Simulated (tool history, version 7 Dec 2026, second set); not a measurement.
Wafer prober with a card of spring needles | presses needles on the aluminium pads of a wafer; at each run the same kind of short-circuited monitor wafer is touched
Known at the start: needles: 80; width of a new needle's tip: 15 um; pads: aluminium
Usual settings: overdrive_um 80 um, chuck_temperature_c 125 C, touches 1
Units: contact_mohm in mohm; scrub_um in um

run	hour	overdrive_um	chuck_temperature_c	touches	contact_mohm	scrub_um
1	0	80	125	1	196	14.75
# hour 2: tips cleaned on abrasive film
# hour 11.5: tips cleaned on abrasive film
# hour 19.1: tips cleaned on abrasive film
2	23.6	80	125	1	195	14.71
# hour 27.4: tips cleaned on abrasive film
# hour 36.9: tips cleaned on abrasive film
3	40.3	80	125	1	192	14.74
# hour 46: tips cleaned on abrasive film
# hour 55.2: tips cleaned on abrasive film
4	55.2	80	125	1	187	14.66
# hour 64.4: tips cleaned on abrasive film
# hour 72: tips cleaned on abrasive film
# hour 79.7: tips cleaned on abrasive film
5	84.1	80	94	1	191	14.67
# hour 87.9: tips cleaned on abrasive film
# hour 97.3: tips cleaned on abrasive film
# hour 106.7: tips cleaned on abrasive film
# hour 116: tips cleaned on abrasive film
6	118.6	66	125	1	194	12.04
# hour 124.1: tips cleaned on abrasive film
# hour 131.8: tips cleaned on abrasive film
7	136.7	66	125	1	199	12
# hour 140.5: tips cleaned on abrasive film
# hour 149.6: tips cleaned on abrasive film
8	152.3	80	125	3	187	14.51
# hour 158: tips cleaned on abrasive film
# hour 165.6: tips cleaned on abrasive film
9	167.4	80	125	3	189	14.53
# hour 171.3: tips cleaned on abrasive film, once more
# hour 180.8: tips cleaned on abrasive film
# hour 189.8: tips cleaned on abrasive film
# hour 197.5: tips cleaned on abrasive film
10	200.8	80	125	3	188	14.5
# hour 206.6: tips cleaned on abrasive film
# hour 214.2: tips cleaned on abrasive film
# hour 223.2: tips cleaned on abrasive film
# hour 232.7: tips cleaned on abrasive film
11	238.1	80	125	3	189	14.41
# hour 240.3: height of the first contact set anew
# hour 242.3: tips cleaned on abrasive film
# hour 249.9: tips cleaned on abrasive film
12	255.7	75	125	1	198	13.94
# hour 257.7: tips cleaned on abrasive film
# hour 267: tips cleaned on abrasive film
# hour 274.6: tips cleaned on abrasive film
13	280.3	60	125	1	200	11.08
# hour 282.3: tips cleaned on abrasive film
# hour 289.9: tips cleaned on abrasive film
# hour 299: tips cleaned on abrasive film
14	300.4	60	125	1	192	11.07
# hour 307.4: tips cleaned on abrasive film
# hour 316.5: tips cleaned on abrasive film
# hour 325.7: tips cleaned on abrasive film
# hour 334.9: tips cleaned on abrasive film
15	337.7	70	125	1	191	12.8
# hour 343.2: tips cleaned on abrasive film
# hour 352.3: tips cleaned on abrasive film
# hour 359.9: tips cleaned on abrasive film
# hour 369.5: tips cleaned on abrasive film
16	373.4	86	53	1	178	15.76
# hour 378.6: tips cleaned on abrasive film
# hour 386.2: tips cleaned on abrasive film
# hour 395.3: tips cleaned on abrasive film
# hour 403.2: tips cleaned on abrasive film
17	403.2	86	36	1	168	15.72
# hour 410.8: tips cleaned on abrasive film
# hour 419.8: tips cleaned on abrasive film
# hour 429.3: tips cleaned on abrasive film
18	436.8	80	32	1	184	14.6
# hour 438.7: tips cleaned on abrasive film
# hour 446.4: tips cleaned on abrasive film
# hour 455.9: tips cleaned on abrasive film
19	461.8	80	32	1	181	14.54
# hour 463.8: tips cleaned on abrasive film
# hour 472.8: tips cleaned on abrasive film
# hour 480.4: tips cleaned on abrasive film
20	485.9	80	32	1	182	14.49
# hour 489.7: tips cleaned on abrasive film
# hour 499: tips cleaned on abrasive film
# hour 506.7: tips cleaned on abrasive film
21	513.5	85	122	1	199	15.42
# hour 515.5: tips cleaned on abrasive film
# hour 524.8: tips cleaned on abrasive film
22	530.1	83	26	1	178	14.97
# hour 533.6: tips cleaned on abrasive film
# hour 542.8: tips cleaned on abrasive film
# hour 543.1: height of the first contact set anew
# hour 552.2: tips cleaned on abrasive film
23	557.9	83	26	1	179	15.34
# hour 561.5: tips cleaned on abrasive film
# hour 569.1: tips cleaned on abrasive film
24	573.8	72	46	1	185	13.38
# hour 577.5: tips cleaned on abrasive film
# hour 586.6: tips cleaned on abrasive film
# hour 595.8: tips cleaned on abrasive film
# hour 603.8: tips cleaned on abrasive film
25	603.8	80	58	2	173	14.7
# hour 612.7: tips cleaned on abrasive film
# hour 621.9: tips cleaned on abrasive film
# hour 631.1: tips cleaned on abrasive film
# hour 639.7: tips cleaned on abrasive film
26	639.7	93	125	1	186	17.15
# hour 647.3: tips cleaned on abrasive film
# hour 656.6: tips cleaned on abrasive film
27	660.9	97	57	2	174	17.78
# hour 664.7: tips cleaned on abrasive film
# hour 674.1: tips cleaned on abrasive film
# hour 683.2: tips cleaned on abrasive film
# hour 690.8: tips cleaned on abrasive film
28	692.2	81	34	3	171	14.81

Forecast each of these 3 alternatives for the next run:
# hour 699.8: tips cleaned on abrasive film
# hour 709: tips cleaned on abrasive film
# hour 718: tips cleaned on abrasive film
A	718.5	81	55	3	?	?
# hour 699.8: tips cleaned on abrasive film
# hour 709: tips cleaned on abrasive film
# hour 718: tips cleaned on abrasive film
B	718.5	66	105	3	?	?
# hour 699.8: tips cleaned on abrasive film
# hour 709: tips cleaned on abrasive film
# hour 718: tips cleaned on abrasive film
C	718.5	72	34	3	?	?

run	contact_mohm	scrub_um
A	174	14.74
B	184	11.99
C	172	13.11
Without the tool's hidden state the same runs would have given:
run	contact_mohm	scrub_um
A	172	14.97
B	182	12.21
C	169	13.34
